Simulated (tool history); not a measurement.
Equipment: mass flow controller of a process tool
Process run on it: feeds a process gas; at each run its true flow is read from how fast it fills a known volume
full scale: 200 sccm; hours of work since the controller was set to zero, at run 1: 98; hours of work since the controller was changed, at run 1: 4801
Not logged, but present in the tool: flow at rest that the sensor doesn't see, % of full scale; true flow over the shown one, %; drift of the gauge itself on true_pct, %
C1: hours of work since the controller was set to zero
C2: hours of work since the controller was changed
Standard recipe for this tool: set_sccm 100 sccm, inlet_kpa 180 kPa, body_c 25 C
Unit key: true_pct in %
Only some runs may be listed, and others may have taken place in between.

run 1 hour=0 | set_sccm=100 inlet_kpa=180 body_c=25 | C1=98 C2=4801 | true_pct=97.2
run 2 hour=96.3 | set_sccm=100 inlet_kpa=179 body_c=25 | C1=174 C2=4877 | true_pct=97.09
run 3 hour=189.7 | set_sccm=100 inlet_kpa=179 body_c=25 | C1=248 C2=4951 | true_pct=97.07
run 4 hour=305.4 | set_sccm=100 inlet_kpa=179 body_c=25 | C1=339 C2=5042 | true_pct=97.1
run 5 hour=438.3 | set_sccm=100 inlet_kpa=179 body_c=25 | C1=444 C2=5147 | true_pct=96.92
run 6 hour=504.1 | set_sccm=100 inlet_kpa=179 body_c=25 | C1=495 C2=5199 | true_pct=96.8
run 7 hour=579.7 | set_sccm=100 inlet_kpa=150 body_c=25 | C1=555 C2=5258 | true_pct=96.91
run 8 hour=682.8 | set_sccm=100 inlet_kpa=150 body_c=25 | C1=636 C2=5339 | true_pct=97.02
run 9 hour=781.7 | set_sccm=100 inlet_kpa=150 body_c=25 | C1=714 C2=5417 | true_pct=96.74
run 10 hour=862.2 | set_sccm=100 inlet_kpa=150 body_c=25 | C1=778 C2=5481 | true_pct=96.76
run 11 hour=1001.6 | set_sccm=100 inlet_kpa=150 body_c=25 | C1=887 C2=5591 | true_pct=96.73
run 12 hour=1135.5 | set_sccm=36 inlet_kpa=180 body_c=25 | C1=993 C2=5696 | true_pct=94.17
run 13 hour=1261.2 | set_sccm=36 inlet_kpa=180 body_c=25 | C1=1092 C2=5795 | true_pct=93.92
run 14 hour=1416.2 | set_sccm=36 inlet_kpa=180 body_c=25 | C1=1214 C2=5917 | true_pct=93.7
run 15 hour=1505.9 | set_sccm=36 inlet_kpa=180 body_c=25 | C1=1285 C2=5988 | true_pct=93.58
run 16 hour=1611.1 | set_sccm=36 inlet_kpa=180 body_c=25 | C1=1368 C2=6071 | true_pct=93.36
run 17 hour=1741.5 | set_sccm=36 inlet_kpa=180 body_c=25 | C1=1471 C2=6174 | true_pct=93.15
run 18 hour=1900.1 | set_sccm=193 inlet_kpa=180 body_c=25 | C1=1596 C2=6299 | true_pct=97.79
run 19 hour=2004.2 | set_sccm=70 inlet_kpa=180 body_c=25 | C1=1678 C2=6381 | true_pct=94.88
run 20 hour=2136.6 | set_sccm=70 inlet_kpa=180 body_c=25 | C1=1782 C2=6485 | true_pct=94.63
run 21 hour=2229.7 | set_sccm=70 inlet_kpa=180 body_c=25 | C1=1855 C2=6558 | true_pct=94.63
run 22 hour=2332.3 | set_sccm=70 inlet_kpa=180 body_c=25 | C1=1936 C2=6639 | true_pct=94.59
run 23 hour=2469.6 | set_sccm=100 inlet_kpa=180 body_c=25 | C1=2044 C2=6747 | true_pct=95.37
run 24 hour=2618.2 | set_sccm=100 inlet_kpa=190 body_c=25 | C1=2161 C2=6865 | true_pct=95.35
run 25 hour=2695.8 | set_sccm=63 inlet_kpa=180 body_c=29 | C1=2223 C2=6926 | true_pct=94.14
run 26 hour=2844.1 | set_sccm=37 inlet_kpa=209 body_c=33 | C1=2339 C2=7043 | true_pct=91.79
run 27 hour=2929.8 | set_sccm=37 inlet_kpa=201 body_c=33 | C1=2407 C2=7110 | true_pct=91.73
run 28 hour=3014.6 | set_sccm=48 inlet_kpa=201 body_c=33 | C1=2474 C2=7177 | true_pct=92.85
run 29 hour=3113.4 | set_sccm=48 inlet_kpa=201 body_c=33 | C1=2552 C2=7255 | true_pct=92.79
run 30 hour=3273.3 | set_sccm=110 inlet_kpa=180 body_c=25 | C1=2678 C2=7381 | true_pct=95.2
run 31 hour=3353.5 | set_sccm=110 inlet_kpa=180 body_c=25 | C1=2741 C2=7444 | true_pct=95.03
run 32 hour=3514.8 | set_sccm=110 inlet_kpa=180 body_c=25 | C1=2868 C2=7571 | true_pct=94.97
run 33 hour=3645.2 | set_sccm=43 inlet_kpa=151 body_c=21 | C1=2971 C2=7674 | true_pct=91
run 34 hour=3761 | set_sccm=128 inlet_kpa=228 body_c=33 | C1=3062 C2=7765 | true_pct=95.44
run 35 hour=3896.9 | set_sccm=128 inlet_kpa=228 body_c=33 | C1=3169 C2=7872 | true_pct=95.33
run 36 hour=3964.7 | set_sccm=100 inlet_kpa=176 body_c=25 | C1=3223 C2=7926 | true_pct=94.44
run 37 hour=4057.6 | set_sccm=23 inlet_kpa=160 body_c=25 | C1=3296 C2=7999 | true_pct=85.82
run 38 hour=4193.6 | set_sccm=23 inlet_kpa=160 body_c=25 | C1=3403 C2=8106 | true_pct=85.52
run 39 hour=4269.6 | set_sccm=100 inlet_kpa=180 body_c=24 | C1=3463 C2=8166 | true_pct=93.99
run 40 hour=4421.1 | set_sccm=124 inlet_kpa=148 body_c=24 | C1=3582 C2=8285 | true_pct=94.89
run 41 hour=4575.7 | set_sccm=118 inlet_kpa=218 body_c=25 | C1=3704 C2=8407 | true_pct=94.27
run 42 hour=4725.7 | set_sccm=118 inlet_kpa=218 body_c=25 | C1=3822 C2=8525 | true_pct=94.19
run 43 hour=4843.4 | set_sccm=62 inlet_kpa=152 body_c=36 | C1=3915 C2=8618 | true_pct=92.26
run 44 hour=4919.9 | set_sccm=61 inlet_kpa=258 body_c=29 | C1=3975 C2=8678 | true_pct=91.18
run 45 hour=5001.1 | set_sccm=100 inlet_kpa=180 body_c=37 | C1=4039 C2=8742 | true_pct=94.29
run 46 hour=5084.3 | set_sccm=100 inlet_kpa=180 body_c=37 | C1=4105 C2=8808 | true_pct=94.19
run 47 hour=5171.5 | set_sccm=100 inlet_kpa=180 body_c=37 | C1=4174 C2=8877 | true_pct=94.27
run 48 hour=5286 | set_sccm=34 inlet_kpa=180 body_c=37 | C1=4264 C2=8967 | true_pct=87.7

Hidden state or all else? Some run-to-run changes of true_pct, split into what the settings, what came in and random variation would give without the hidden state, and what is left for the hidden state (with any gauge scatter that isn't in both results):
Run 36 -> 37: set_sccm 100 -> 23, inlet_kpa 176 -> 160. true_pct -8.62 %: hidden state -7.46, all else -1.16.
Run 38 -> 39: set_sccm 23 -> 100, inlet_kpa 160 -> 180, body_c 25 -> 24. true_pct +8.47 %: hidden state +7.55, all else +0.92.
Run 47 -> 48: set_sccm 100 -> 34. true_pct -6.57 %: hidden state -5.52, all else -1.05.
